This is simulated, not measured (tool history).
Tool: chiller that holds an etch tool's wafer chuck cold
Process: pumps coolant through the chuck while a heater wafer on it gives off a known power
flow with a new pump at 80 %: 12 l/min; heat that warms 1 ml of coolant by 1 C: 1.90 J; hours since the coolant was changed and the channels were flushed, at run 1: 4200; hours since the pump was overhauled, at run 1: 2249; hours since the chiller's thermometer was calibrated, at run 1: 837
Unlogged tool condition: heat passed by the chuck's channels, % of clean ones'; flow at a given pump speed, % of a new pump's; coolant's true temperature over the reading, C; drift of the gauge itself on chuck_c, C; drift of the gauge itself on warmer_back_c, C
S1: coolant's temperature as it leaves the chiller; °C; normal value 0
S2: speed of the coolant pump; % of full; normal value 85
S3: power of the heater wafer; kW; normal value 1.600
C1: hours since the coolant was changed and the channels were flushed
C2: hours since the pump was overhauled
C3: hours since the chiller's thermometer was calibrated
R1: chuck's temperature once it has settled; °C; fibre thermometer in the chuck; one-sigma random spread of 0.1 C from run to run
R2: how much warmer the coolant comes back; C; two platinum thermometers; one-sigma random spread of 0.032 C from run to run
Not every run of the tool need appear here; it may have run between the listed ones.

Run 1, day 0.000: usual settings; C1 4200; C2 2249; C3 837. Result: R1 10.7 °C, R2 4.02 C.
Run 2, day 3.071: usual settings; C1 4274; C2 2322; C3 911. Result: R1 10.7 °C, R2 4.02 C.
Run 3, day 4.679: usual settings; C1 4313; C2 2361; C3 949. Result: R1 10.7 °C, R2 4.01 C.
Run 4, day 6.588: usual settings; C1 4358; C2 2407; C3 995. Result: R1 10.7 °C, R2 4.06 C.
Run 5, day 8.483: usual settings; C1 4404; C2 2452; C3 1041. Result: R1 11.0 °C, R2 4.05 C.
Run 6, day 11.179: usual settings; C1 4469; C2 2517; C3 1105. Result: R1 11.0 °C, R2 4.04 C.
Run 7, day 14.508: usual settings; C1 4548; C2 2597; C3 1185. Result: R1 10.8 °C, R2 3.99 C.
Run 8, day 17.858: usual settings but S1 -2 °C; C1 4629; C2 2677; C3 1266. Result: R1 8.9 °C, R2 4.06 C.
Run 9, day 20.383: usual settings; C1 4689; C2 2738; C3 1326. Result: R1 10.9 °C, R2 4.04 C.
At day 20.638: chiller's thermometer calibrated.
Run 10, day 22.996: usual settings but S3 1.017 kW; C1 4751; C2 2799; C3 57. Result: R1 7.0 °C, R2 2.54 C.
Run 11, day 26.012: usual settings but S3 1.334 kW; C1 4824; C2 2872; C3 129. Result: R1 9.2 °C, R2 3.38 C.
Run 12, day 27.992: usual settings but S3 1.334 kW; C1 4871; C2 2919; C3 177. Result: R1 8.9 °C, R2 3.36 C.
Run 13, day 30.554: usual settings; C1 4933; C2 2981; C3 238. Result: R1 10.8 °C, R2 4.09 C.
Run 14, day 31.954: usual settings; C1 4966; C2 3014; C3 272. Result: R1 11.0 °C, R2 4.06 C.
Run 15, day 33.358: usual settings but S3 2.011 kW; C1 5000; C2 3048; C3 305. Result: R1 13.9 °C, R2 5.08 C.
Run 16, day 36.283: usual settings but S1 1 °C; C1 5070; C2 3118; C3 376. Result: R1 11.8 °C, R2 4.04 C.
Run 17, day 38.858: usual settings but S1 7 °C, S2 79 % of full; C1 5132; C2 3180; C3 437. Result: R1 18.5 °C, R2 4.37 C.
At day 40.333: chiller's thermometer calibrated, once more.
Run 18, day 42.088: usual settings but S1 8 °C, S2 79 % of full, S3 2.139 kW; C1 5208; C2 3257; C3 42. Result: R1 23.7 °C, R2 5.90 C.
Run 19, day 44.421: usual settings but S1 8 °C, S2 79 % of full, S3 2.139 kW; C1 5264; C2 3313; C3 98. Result: R1 23.8 °C, R2 5.97 C.
Run 20, day 46.808: usual settings but S1 -5 °C, S2 79 % of full, S3 1.228 kW; C1 5322; C2 3370; C3 155. Result: R1 4.1 °C, R2 3.36 C.
Run 21, day 49.054: usual settings but S1 1 °C, S2 67 % of full, S3 0.824 kW; C1 5376; C2 3424; C3 209. Result: R1 7.8 °C, R2 2.78 C.
Run 22, day 52.342: usual settings but S1 1 °C, S2 67 % of full, S3 0.824 kW; C1 5454; C2 3503; C3 288. Result: R1 7.8 °C, R2 2.77 C.
Run 23, day 55.596: usual settings but S1 1 °C, S2 67 % of full, S3 0.824 kW; C1 5533; C2 3581; C3 366. Result: R1 7.8 °C, R2 2.69 C.
Run 24, day 57.629: usual settings but S1 1 °C, S2 67 % of full, S3 0.824 kW; C1 5581; C2 3630; C3 415. Result: R1 7.9 °C, R2 2.78 C.
Run 25, day 60.646: usual settings but S1 1 °C, S2 67 % of full, S3 0.824 kW; C1 5654; C2 3702; C3 488. Result: R1 7.8 °C, R2 2.72 C.
Run 26, day 62.479: usual settings but S2 97 % of full, S3 1.273 kW; C1 5698; C2 3746; C3 532. Result: R1 8.3 °C, R2 2.83 C.
Run 27, day 64.696: usual settings but S1 6 °C, S2 66 % of full, S3 0.859 kW; C1 5751; C2 3799; C3 585. Result: R1 13.3 °C, R2 2.93 C.
Run 28, day 67.379: usual settings but S1 6 °C, S2 66 % of full, S3 0.859 kW; C1 5815; C2 3864; C3 649. Result: R1 13.3 °C, R2 2.91 C.
Run 29, day 69.017: usual settings but S1 3 °C, S2 81 % of full, S3 1.899 kW; C1 5855; C2 3903; C3 688. Result: R1 17.0 °C, R2 5.13 C.
Run 30, day 72.096: usual settings but S1 3 °C, S2 81 % of full, S3 1.899 kW; C1 5929; C2 3977; C3 762. Result: R1 16.9 °C, R2 5.05 C.
Run 31, day 74.704: usual settings but S1 3 °C, S2 81 % of full, S3 1.899 kW; C1 5991; C2 4039; C3 825. Result: R1 17.0 °C, R2 5.13 C.

How the hidden state differs across the entries between the runs, from the last listed run before each to the first after it:
Runs 9 to 10: chiller's thermometer calibrated (day 20.638)
  heat passed by the chuck's channels, % of clean ones': 86 -> 85.8; coolant's true temperature over the reading, C: -0.03 -> -0.04
  measured value less the no-hidden-state value, R1: +1.3 -> +0.8 °C; R2: +0.10 -> +0.06 C
Runs 17 to 18: chiller's thermometer calibrated, once more (day 40.333)
  heat passed by the chuck's channels, % of clean ones': 84.7 -> 84.5; flow at a given pump speed, % of a new pump's: 97.2 -> 97.1; coolant's true temperature over the reading, C: -0.06 -> 0.08
  measured value less the no-hidden-state value, R1: +1.5 -> +2.2 °C; R2: +0.12 -> +0.18 C
